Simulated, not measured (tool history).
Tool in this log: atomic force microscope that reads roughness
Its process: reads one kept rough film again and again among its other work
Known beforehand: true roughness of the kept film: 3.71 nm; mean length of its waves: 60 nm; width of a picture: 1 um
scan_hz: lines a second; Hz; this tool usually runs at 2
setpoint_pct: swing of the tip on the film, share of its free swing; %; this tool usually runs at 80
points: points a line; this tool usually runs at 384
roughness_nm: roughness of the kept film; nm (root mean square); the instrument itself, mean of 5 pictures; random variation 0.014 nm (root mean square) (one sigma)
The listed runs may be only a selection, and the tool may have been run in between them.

run 1 hour=0 | scan_hz=2 setpoint_pct=80 points=384 | roughness_nm=3.145
run 2 hour=6.1 | scan_hz=1.63 setpoint_pct=80 points=384 | roughness_nm=3.163
run 3 hour=14.2 | scan_hz=2 setpoint_pct=80 points=477 | roughness_nm=3.114
run 4 hour=18.7 | scan_hz=2 setpoint_pct=80 points=477 | roughness_nm=3.099
-- hour=22.5 new tip fitted
run 5 hour=26.1 | scan_hz=2 setpoint_pct=80 points=477 | roughness_nm=3.306
run 6 hour=34.4 | scan_hz=2 setpoint_pct=80 points=477 | roughness_nm=3.284
run 7 hour=38.7 | scan_hz=2 setpoint_pct=80 points=477 | roughness_nm=3.253
run 8 hour=43.9 | scan_hz=1.98 setpoint_pct=80 points=477 | roughness_nm=3.26
run 9 hour=52.4 | scan_hz=1.98 setpoint_pct=80 points=477 | roughness_nm=3.226
run 10 hour=61.6 | scan_hz=1.98 setpoint_pct=80 points=477 | roughness_nm=3.199
run 11 hour=69.2 | scan_hz=1.98 setpoint_pct=80 points=477 | roughness_nm=3.2
run 12 hour=73.6 | scan_hz=2 setpoint_pct=80 points=458 | roughness_nm=3.152
run 13 hour=79.5 | scan_hz=2 setpoint_pct=77 points=458 | roughness_nm=3.212
run 14 hour=85.3 | scan_hz=2 setpoint_pct=80 points=384 | roughness_nm=3.142
run 15 hour=91 | scan_hz=2 setpoint_pct=62 points=362 | roughness_nm=3.283
-- hour=92.6 height scale calibrated on a step standard
run 16 hour=99.8 | scan_hz=2 setpoint_pct=62 points=362 | roughness_nm=3.276
run 17 hour=106.4 | scan_hz=1.36 setpoint_pct=84 points=329 | roughness_nm=3.127
run 18 hour=110.7 | scan_hz=2.18 setpoint_pct=63 points=285 | roughness_nm=3.218
-- hour=116 new tip fitted
run 19 hour=118.8 | scan_hz=2.18 setpoint_pct=59 points=285 | roughness_nm=3.457
-- hour=124.2 height scale calibrated on a step standard, once more
run 20 hour=126.8 | scan_hz=0.56 setpoint_pct=87 points=464 | roughness_nm=3.463
run 21 hour=133.5 | scan_hz=3.56 setpoint_pct=58 points=464 | roughness_nm=3.4
run 22 hour=138.6 | scan_hz=0.8 setpoint_pct=64 points=503 | roughness_nm=3.497
run 23 hour=143.8 | scan_hz=2.65 setpoint_pct=61 points=395 | roughness_nm=3.423
run 24 hour=153.6 | scan_hz=2 setpoint_pct=80 points=995 | roughness_nm=3.214
run 25 hour=160.9 | scan_hz=0.93 setpoint_pct=72 points=527 | roughness_nm=3.401
run 26 hour=165 | scan_hz=0.83 setpoint_pct=77 points=645 | roughness_nm=3.353
run 27 hour=172.2 | scan_hz=2.94 setpoint_pct=63 points=285 | roughness_nm=3.272

5 ways to go on from here, each from the tool as it stands after run 27. What would each give?
run A hour=181.2 | scan_hz=2 setpoint_pct=74 points=384 | roughness_nm=?
run B hour=181.2 | scan_hz=1.75 setpoint_pct=63 points=285 | roughness_nm=?
run C hour=181.2 | scan_hz=2.94 setpoint_pct=57 points=285 | roughness_nm=?
run D hour=181.2 | scan_hz=0.58 setpoint_pct=78 points=892 | roughness_nm=?
run E hour=181.2 | scan_hz=2 setpoint_pct=66 points=439 | roughness_nm=?

run=A roughness_nm=3.22
run=B roughness_nm=3.307
run=C roughness_nm=3.305
run=D roughness_nm=3.345
run=E roughness_nm=3.285
Without the tool's hidden state the same runs would have given:
run=A roughness_nm=3.393
run=B roughness_nm=3.486
run=C roughness_nm=3.483
run=D roughness_nm=3.525
run=E roughness_nm=3.462

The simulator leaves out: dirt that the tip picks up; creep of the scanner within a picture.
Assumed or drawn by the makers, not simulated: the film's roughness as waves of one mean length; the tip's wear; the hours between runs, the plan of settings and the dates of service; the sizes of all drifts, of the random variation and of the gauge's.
